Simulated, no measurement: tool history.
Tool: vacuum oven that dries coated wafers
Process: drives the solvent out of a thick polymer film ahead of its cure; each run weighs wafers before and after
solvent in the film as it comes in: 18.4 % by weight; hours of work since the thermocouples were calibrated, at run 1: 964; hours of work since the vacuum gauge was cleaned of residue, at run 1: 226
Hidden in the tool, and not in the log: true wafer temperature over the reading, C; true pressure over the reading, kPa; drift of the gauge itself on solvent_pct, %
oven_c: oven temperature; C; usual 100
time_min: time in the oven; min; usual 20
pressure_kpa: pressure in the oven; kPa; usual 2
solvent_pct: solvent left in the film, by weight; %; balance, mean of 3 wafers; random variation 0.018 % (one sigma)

run,day,oven_c,time_min,pressure_kpa,hours of work since the thermocouples were calibrated,hours of work since the vacuum gauge was cleaned of residue,solvent_pct
1,0,100,20,2,964,226,2.42
2,0.954,92,20,2,978,239,4.33
# day 1.896: oven's thermocouples calibrated
3,2.662,109,20,2,11,262,1.2
4,4.092,109,20,2,31,282,1.2
# day 4.85: oven's thermocouples calibrated, once more
5,5.288,109,20,2,6,298,0.96
6,6.421,109,20,2,22,314,0.95
7,8.467,100,20,1.05,51,342,1.92
8,10.171,100,20,2,75,366,2.18
9,11.225,100,20,2,90,381,2.18
10,12.975,100,20,2,114,406,2.21
11,14.083,100,20,2,130,421,2.21
12,15.783,100,20,2,154,445,2.21
13,17.604,100,20,2,179,471,2.25
14,19.092,113,20,2,200,492,0.69
15,20.538,113,20,2,221,512,0.7
16,22.542,100,20,2,249,540,2.23
17,23.908,88,20,2,268,559,5.16
18,25.567,88,20,2,291,583,5.2
19,27.371,100,20,2,317,608,2.27
20,29.262,100,23,2,343,635,1.82
21,31.275,100,23,4.16,372,663,2.52
22,33.212,100,23,4.16,399,690,2.53
23,34.896,100,23,4.16,422,714,2.55
24,36.554,100,23,4.16,446,737,2.5
25,38.612,100,23,4.16,475,766,2.57
26,39.867,100,23,4.16,492,784,2.58
27,41.067,100,23,4.16,509,801,2.55
28,42.212,89,24,1.67,525,817,4.07
29,43.138,89,24,1.67,538,830,4.07
30,44.496,100,26,7.7,557,849,3.34
31,46.204,100,29,4.49,581,873,2.16
32,47.229,102,20,3.03,596,887,2.3
33,48.642,102,24,2.66,616,907,1.71
34,50.575,102,24,2.66,643,934,1.72
35,52.625,102,24,2.66,672,963,1.76
36,54.596,100,19,2,699,991,2.64
37,56.333,100,11,2.72,724,1015,5.45
38,57.538,100,11,2.72,741,1032,5.38
39,58.688,96,20,2,757,1049,3.35
40,60.683,96,20,2,785,1077,3.4
41,62.588,111,24,2,812,1103,0.7
42,63.962,111,24,2,831,1123,0.7
43,65.671,111,24,2,855,1147,0.71
44,67.358,103,12,2,879,1170,4.06
45,68.242,103,17,1.16,891,1183,2.31

5 ways to go on from here, each from the tool as it stands after run 45. What would each give?
A,69.271,109,20,2.3,906,1197,?
B,69.271,106,12,5.23,906,1197,?
C,69.271,94,20,7.38,906,1197,?
D,69.271,89,34,5.72,906,1197,?
E,69.271,98,17,1.16,906,1197,?

run,solvent_pct
A,1.25
B,4.08
C,5.78
D,4.57
E,3.42
Without the tool's hidden state the same runs would have given:
run,solvent_pct
A,1
B,3.58
C,5.15
D,3.98
E,2.91

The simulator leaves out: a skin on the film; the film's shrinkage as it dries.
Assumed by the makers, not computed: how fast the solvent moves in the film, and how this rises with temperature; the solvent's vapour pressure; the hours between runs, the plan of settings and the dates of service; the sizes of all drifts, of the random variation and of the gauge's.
